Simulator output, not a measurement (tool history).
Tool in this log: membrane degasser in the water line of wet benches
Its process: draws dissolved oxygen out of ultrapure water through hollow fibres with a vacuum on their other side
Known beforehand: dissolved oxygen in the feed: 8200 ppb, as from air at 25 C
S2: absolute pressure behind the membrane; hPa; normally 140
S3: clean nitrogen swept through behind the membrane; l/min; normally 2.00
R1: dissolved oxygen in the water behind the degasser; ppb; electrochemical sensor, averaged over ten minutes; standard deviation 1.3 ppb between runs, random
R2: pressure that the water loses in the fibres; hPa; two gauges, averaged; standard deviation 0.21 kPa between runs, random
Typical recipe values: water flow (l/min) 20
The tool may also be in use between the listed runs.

run 1 hour=0.0 | water_flow_(l/min)=20 S2=140 S3=2.00 | R1=263.2 R2=497.8
run 2 hour=169.2 | water_flow_(l/min)=18 S2=140 S3=2.00 | R1=238.0 R2=447.5
run 3 hour=460.6 | water_flow_(l/min)=18 S2=140 S3=2.00 | R1=238.4 R2=443.5
-- hour=658.5 vacuum gauge calibrated
run 4 hour=729.5 | water_flow_(l/min)=18 S2=140 S3=2.00 | R1=242.9 R2=446.5
run 5 hour=961.4 | water_flow_(l/min)=20 S2=140 S3=2.00 | R1=265.7 R2=494.5
run 6 hour=1259.0 | water_flow_(l/min)=20 S2=85 S3=2.00 | R1=138.6 R2=496.7
run 7 hour=1481.1 | water_flow_(l/min)=20 S2=140 S3=2.00 | R1=265.4 R2=498.2
run 8 hour=1695.7 | water_flow_(l/min)=20 S2=140 S3=5.37 | R1=107.9 R2=497.5
run 9 hour=1940.3 | water_flow_(l/min)=20 S2=140 S3=1.39 | R1=370.1 R2=498.2
-- hour=2192.1 vacuum gauge calibrated, once more
run 10 hour=2205.6 | water_flow_(l/min)=20 S2=140 S3=1.39 | R1=353.9 R2=501.5
-- hour=2346.2 seals of the vacuum lines changed
run 11 hour=2443.9 | water_flow_(l/min)=20 S2=140 S3=4.79 | R1=112.3 R2=502.9
run 12 hour=2762.8 | water_flow_(l/min)=20 S2=140 S3=4.79 | R1=112.8 R2=500.9
run 13 hour=3043.0 | water_flow_(l/min)=20 S2=140 S3=4.79 | R1=112.9 R2=503.0
run 14 hour=3206.9 | water_flow_(l/min)=20 S2=140 S3=2.00 | R1=253.9 R2=500.6
run 15 hour=3351.6 | water_flow_(l/min)=20 S2=140 S3=2.00 | R1=253.9 R2=506.3
run 16 hour=3514.7 | water_flow_(l/min)=31 S2=140 S3=2.00 | R1=390.3 R2=782.8
run 17 hour=3740.6 | water_flow_(l/min)=31 S2=140 S3=2.00 | R1=387.2 R2=783.9
run 18 hour=3994.4 | water_flow_(l/min)=31 S2=140 S3=2.00 | R1=390.3 R2=780.5
run 19 hour=4311.4 | water_flow_(l/min)=21 S2=229 S3=3.15 | R1=313.6 R2=530.2
-- hour=4424.4 membrane cartridge changed
run 20 hour=4476.6 | water_flow_(l/min)=21 S2=229 S3=3.15 | R1=312.1 R2=495.4
run 21 hour=4805.0 | water_flow_(l/min)=21 S2=229 S3=3.15 | R1=313.2 R2=493.7
run 22 hour=5066.6 | water_flow_(l/min)=21 S2=229 S3=3.15 | R1=314.0 R2=498.1
run 23 hour=5244.7 | water_flow_(l/min)=21 S2=229 S3=3.15 | R1=314.6 R2=497.6
run 24 hour=5506.3 | water_flow_(l/min)=27 S2=239 S3=1.00 | R1=1073.1 R2=643.5
run 25 hour=5649.4 | water_flow_(l/min)=24 S2=121 S3=1.00 | R1=458.4 R2=569.6
run 26 hour=5936.2 | water_flow_(l/min)=17 S2=130 S3=0.83 | R1=436.9 R2=404.9
run 27 hour=6200.7 | water_flow_(l/min)=17 S2=119 S3=0.83 | R1=393.5 R2=409.1
run 28 hour=6497.0 | water_flow_(l/min)=17 S2=119 S3=1.32 | R1=262.8 R2=402.4
run 29 hour=6800.5 | water_flow_(l/min)=28 S2=153 S3=2.00 | R1=395.3 R2=672.3
run 30 hour=7089.0 | water_flow_(l/min)=28 S2=153 S3=2.00 | R1=397.9 R2=667.8
run 31 hour=7275.2 | water_flow_(l/min)=28 S2=153 S3=2.00 | R1=397.8 R2=670.9
run 32 hour=7492.5 | water_flow_(l/min)=28 S2=153 S3=2.00 | R1=394.1 R2=672.1

3 options for the next run, each taken on its own from the tool as it stands now. Forecast them:
-- hour=7686.9 vacuum gauge calibrated
run A hour=7753.5 | water_flow_(l/min)=20 S2=140 S3=1.35 | R1=? R2=?
-- hour=7686.9 vacuum gauge calibrated
run B hour=7753.5 | water_flow_(l/min)=13 S2=170 S3=1.20 | R1=? R2=?
-- hour=7686.9 vacuum gauge calibrated
run C hour=7753.5 | water_flow_(l/min)=17 S2=104 S3=1.23 | R1=? R2=?

run=A R1=362.1 R2=480.3
run=B R1=346.3 R2=312.7
run=C R1=230.5 R2=409.9
Take away the tool's hidden state, keep each run's random variation, and the runs would have read:
run=A R1=356.2 R2=472.2
run=B R1=337.2 R2=307.4
run=C R1=225.9 R2=403.0
